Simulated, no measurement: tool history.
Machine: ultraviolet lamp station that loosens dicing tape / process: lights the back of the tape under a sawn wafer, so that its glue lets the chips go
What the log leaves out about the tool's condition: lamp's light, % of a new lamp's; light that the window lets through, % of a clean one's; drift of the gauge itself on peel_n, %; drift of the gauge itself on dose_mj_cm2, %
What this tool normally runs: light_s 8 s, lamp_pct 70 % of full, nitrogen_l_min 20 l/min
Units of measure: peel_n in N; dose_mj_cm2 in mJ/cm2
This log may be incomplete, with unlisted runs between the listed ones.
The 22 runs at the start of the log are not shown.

run	hour	light_s	lamp_pct	nitrogen_l_min	hours of work of the lamp	hours of work since the window was cleaned	peel_n	dose_mj_cm2
23	702.1	5	93	8	1282	300	2.097	149
24	744.2	12	94	9	1305	323	0.265	369
25	775.5	12	94	9	1322	340	0.266	366
26	796.3	15	64	20	1333	351	0.203	313
27	832.8	11	64	37	1353	371	0.324	228
28	861.2	5	82	11	1368	386	2.036	130
29	902.1	5	82	11	1391	408	2.108	136
30	925.9	6	75	12	1403	421	1.725	147
31	951.0	7	91	8	1417	435	1.133	205
32	986.2	8	81	20	1436	454	0.598	210
33	1029.8	8	70	21	1460	477	0.811	184
34	1059.0	8	70	21	1475	493	0.801	180

Below are 3 alternative next runs, each starting from the tool's condition after run 34. Predict each:
A	1101.1	13	71	15	1498	516	?	?
B	1101.1	9	70	20	1498	516	?	?
C	1101.1	12	88	9	1498	516	?	?

run	peel_n	dose_mj_cm2
A	0.288	298
B	0.631	206
C	0.293	339
Without the tool's hidden state the same runs would have given:
run	peel_n	dose_mj_cm2
A	0.285	299
B	0.625	207
C	0.290	340

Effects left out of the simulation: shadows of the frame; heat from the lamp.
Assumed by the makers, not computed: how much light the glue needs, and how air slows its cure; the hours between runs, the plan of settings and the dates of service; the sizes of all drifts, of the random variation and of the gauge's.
